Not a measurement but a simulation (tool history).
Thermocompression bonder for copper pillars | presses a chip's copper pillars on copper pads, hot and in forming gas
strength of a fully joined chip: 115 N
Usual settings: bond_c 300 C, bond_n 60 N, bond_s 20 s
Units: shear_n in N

run   hour  bond_c  bond_n  bond_s  shear_n
  1      0     300      60      20     82.9
  2   28.9     300      60      20     84.5
  3   56.6     300      60      20     83.5
  4     75     300      60      20     81.8
  5   98.7     300      60      20     83.3
  6    124     300      60      20       84
  7  136.2     300      60      20     82.2
  8  164.4     300      60      20     83.9
  9  181.9     300      55      20     78.6
 10  203.8     300      55      20     78.5
 11  218.8     300      55      20     78.9
 12    244     287      60      20       73
 13  268.5     287      60      20       74
 14  285.8     300      60      20     84.5
 15  301.4     277      46      20     50.7
 16  322.2     277      46      20     49.1
 17  334.8     294      50      29     76.4
 18  360.8     294      50      29     75.3
 19  387.9     294      50      29     77.4
 20  409.3     294      50      29     75.4
 21  434.7     294      50      29     75.8
 22  448.7     294      50      29       76
 23  473.4     294      50      29     75.6
 24    489     294      60      11     67.6
 25  513.6     300      79      29    102.3
 26    526     309      60      40    101.3
 27  540.7     315      60      26     95.9

Taken out of this log: 2 entries between the listed runs. Where each belongs, and how the hidden state differs across it:
Between runs 7 and 8: forming gas filter changed (hour 163.6)
  oxide that the forming gas leaves, % of the face: 0.74 -> 0.5
Between runs 12 and 13: heater calibrated with a thermocouple chip (hour 265.1)
  true temperature of the bond over the reading, C: -0.3 -> 0; oxide that the forming gas leaves, % of the face: 0.54 -> 0.55
